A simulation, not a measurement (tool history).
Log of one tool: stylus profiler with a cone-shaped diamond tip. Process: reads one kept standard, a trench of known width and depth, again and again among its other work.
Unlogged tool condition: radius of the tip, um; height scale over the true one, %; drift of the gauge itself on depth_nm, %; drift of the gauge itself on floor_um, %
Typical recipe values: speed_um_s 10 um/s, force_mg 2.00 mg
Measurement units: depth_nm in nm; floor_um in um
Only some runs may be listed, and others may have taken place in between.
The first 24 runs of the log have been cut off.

run	hour	speed_um_s	force_mg	scans with this tip	hours of work since the height scale was calibrated	depth_nm	floor_um
25	1469.9	10	2.27	3347	686	202.44	47.97
26	1535.5	10	2.27	3475	713	202.45	48.00
27	1589.2	9	1.10	3580	734	201.34	47.97
28	1626.5	9	1.10	3653	749	201.33	47.96
29	1661.3	9	1.10	3721	763	201.35	47.98
30	1735.5	3	2.64	3866	793	202.70	47.96
31	1773.3	4	1.30	3940	808	201.46	47.98
32	1844.3	15	1.94	4078	836	202.14	47.92
33	1913.8	3	1.94	4214	864	202.09	47.94
34	1961.4	17	0.76	4307	883	200.92	47.86
35	2006.0	10	2.93	4394	901	202.80	47.87
36	2061.4	4	2.99	4502	923	202.91	47.99
# hour 2092.3: height scale calibrated on a step standard
37	2140.1	10	2.51	4655	19	203.07	47.96
38	2174.9	10	2.51	4723	33	202.95	47.87
39	2237.0	10	2.50	4844	58	202.94	47.87
40	2299.1	24	2.50	4965	83	203.01	47.80
41	2363.2	24	2.50	5090	108	202.97	47.82
42	2444.8	17	2.41	5249	141	202.86	47.84
43	2513.2	4	2.00	5383	169	202.60	47.92
44	2552.6	5	1.71	5460	184	202.25	47.91
45	2596.1	10	2.64	5545	202	203.03	47.90
46	2650.1	10	2.16	5650	223	202.67	47.89
47	2723.1	35	1.10	5793	253	201.67	47.66

Predict each of these 3 candidate next runs independently; none follows another, all start after run 47:
A	2794.9	35	1.48	5933	281	?	?
B	2794.9	4	0.69	5933	281	?	?
C	2794.9	2	2.77	5933	281	?	?

run	depth_nm	floor_um
A	202.07	47.71
B	201.20	47.84
C	203.12	47.90
Take away the tool's hidden state, keep each run's random variation, and the runs would have read:
run	depth_nm	floor_um
A	202.12	48.05
B	201.24	48.19
C	203.16	48.25
